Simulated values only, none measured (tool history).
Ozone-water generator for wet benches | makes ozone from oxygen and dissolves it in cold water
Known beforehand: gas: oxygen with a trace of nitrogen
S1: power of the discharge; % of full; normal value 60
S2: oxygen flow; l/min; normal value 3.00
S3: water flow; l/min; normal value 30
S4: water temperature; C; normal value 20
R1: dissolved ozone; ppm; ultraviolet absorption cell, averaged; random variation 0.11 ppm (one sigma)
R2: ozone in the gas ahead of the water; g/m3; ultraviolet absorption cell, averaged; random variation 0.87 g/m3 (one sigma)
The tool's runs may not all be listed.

run    hour  S1    S2  S3  S4   R1     R2
  1     0.0  60  3.00  30  20  6.3  116.9
  2   170.2  53  3.00  30  20  5.5  108.6
  3   252.9  53  3.00  30  20  5.5  107.8
  4   350.6  53  3.00  38  20  4.3  109.2
  5   455.8  53  3.00  38  20  4.3  108.6
  6   619.9  53  3.00  34  20  4.7  106.7
      642.8  -- contactor cleaned
      813.5  -- electrodes of the discharge changed
  7   813.5  45  3.00  45  13  3.7  117.8
  8   907.5  96  3.80  37  12  8.4  172.2
  9  1030.6  66  1.53  31  26  5.5  212.2
     1079.1  -- contactor cleaned, once more
 10  1156.2  67  1.53  32  14  6.6  215.5

Some steps in R1, run to run, broken into two amounts with sign: the step expected even without the hidden condition (settings, incoming material, random variation), and the rest, left for the hidden condition together with whatever gauge scatter is not in both the measured and the hidden-condition-free result:
Hidden state present: yield of the discharge, % of new electrodes'; contactor's efficiency, % of a clean one's; true water temperature over the reading, C; drift of the gauge itself on ozone_ppm, %; drift of the gauge itself on gas_g_m3, %.
Run 7 -> 8: S1 45 -> 96, S2 3.00 -> 3.80, S3 45 -> 37, S4 13 -> 12. R1 +4.7 ppm: hidden state -1.0, all else +5.7.
